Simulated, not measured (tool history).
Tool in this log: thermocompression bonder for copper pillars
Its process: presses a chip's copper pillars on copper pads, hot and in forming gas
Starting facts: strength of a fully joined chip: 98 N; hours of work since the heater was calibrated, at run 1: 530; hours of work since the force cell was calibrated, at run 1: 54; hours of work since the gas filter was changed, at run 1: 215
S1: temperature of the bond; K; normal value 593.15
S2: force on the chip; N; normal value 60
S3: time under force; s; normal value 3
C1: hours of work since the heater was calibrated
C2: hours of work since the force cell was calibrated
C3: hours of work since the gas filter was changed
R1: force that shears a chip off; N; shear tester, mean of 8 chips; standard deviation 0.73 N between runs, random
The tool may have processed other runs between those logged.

| run | hour | S1 | S2 | S3 | C1 | C2 | C3 | R1 |
|---|---|---|---|---|---|---|---|---|
| 1 | 0 | 593.15 | 60 | 3 | 530 | 54 | 215 | 50.4 |
| 2 | 25.8 | 593.15 | 60 | 3 | 541 | 65 | 225 | 50 |
| 3 | 43.3 | 593.15 | 42 | 3 | 548 | 72 | 232 | 34.9 |
| 4 | 59.7 | 593.15 | 42 | 3 | 554 | 78 | 239 | 33.8 |
| 5 | 81.5 | 593.15 | 42 | 3 | 563 | 87 | 248 | 34.3 |
| 6 | 105.6 | 603.15 | 42 | 3 | 573 | 97 | 257 | 38.1 |
| 7 | 126.5 | 603.15 | 42 | 3 | 581 | 105 | 266 | 37.9 |
| 8 | 144.6 | 593.15 | 83 | 3 | 589 | 113 | 273 | 66.7 |
| 9 | 156.8 | 593.15 | 83 | 3 | 594 | 118 | 278 | 66.1 |
|  | 176.3 | heater calibrated with a thermocouple chip |
| 10 | 181.8 | 593.15 | 83 | 3 | 2 | 127 | 288 | 65.8 |
| 11 | 204.6 | 593.15 | 43 | 3 | 11 | 136 | 297 | 33.9 |
| 12 | 227.1 | 593.15 | 43 | 3 | 21 | 145 | 306 | 33.4 |
| 13 | 253.3 | 593.15 | 43 | 3 | 31 | 156 | 317 | 33.4 |
|  | 263.5 | heater calibrated with a thermocouple chip, once more |
| 14 | 266.1 | 593.15 | 57 | 2 | 1 | 160 | 321 | 43 |
| 15 | 292.4 | 593.15 | 72 | 5 | 12 | 171 | 332 | 69.8 |
| 16 | 316 | 593.15 | 72 | 5 | 21 | 181 | 341 | 69 |
| 17 | 339.9 | 593.15 | 72 | 5 | 31 | 190 | 351 | 69.3 |
| 18 | 353.3 | 593.15 | 72 | 5 | 36 | 196 | 356 | 69.5 |
| 19 | 376.2 | 564.15 | 39 | 3 | 46 | 205 | 366 | 22.3 |
| 20 | 399 | 564.15 | 39 | 3 | 55 | 214 | 375 | 23.2 |
| 21 | 415.6 | 564.15 | 39 | 3 | 62 | 221 | 382 | 21.6 |
| 22 | 438.5 | 593.15 | 46 | 6 | 71 | 230 | 391 | 48.2 |
| 23 | 457.4 | 614.15 | 52 | 3 | 79 | 238 | 399 | 52.6 |

Consider 3 possible next runs. They are alternatives, not a sequence: every one starts from the tool as it was left by run 23. What does each give?
| A | 469.4 | 614.15 | 36 | 3 | 84 | 243 | 403 | ? |
| B | 469.4 | 614.15 | 46 | 3 | 84 | 243 | 403 | ? |
| C | 469.4 | 606.15 | 62 | 5 | 84 | 243 | 403 | ? |

| run | R1 |
|---|---|
| A | 35.4 |
| B | 46.8 |
| C | 68.8 |
Take away the tool's hidden state, keep each run's random variation, and the runs would have read:
| run | R1 |
|---|---|
| A | 37.4 |
| B | 49.2 |
| C | 71.8 |

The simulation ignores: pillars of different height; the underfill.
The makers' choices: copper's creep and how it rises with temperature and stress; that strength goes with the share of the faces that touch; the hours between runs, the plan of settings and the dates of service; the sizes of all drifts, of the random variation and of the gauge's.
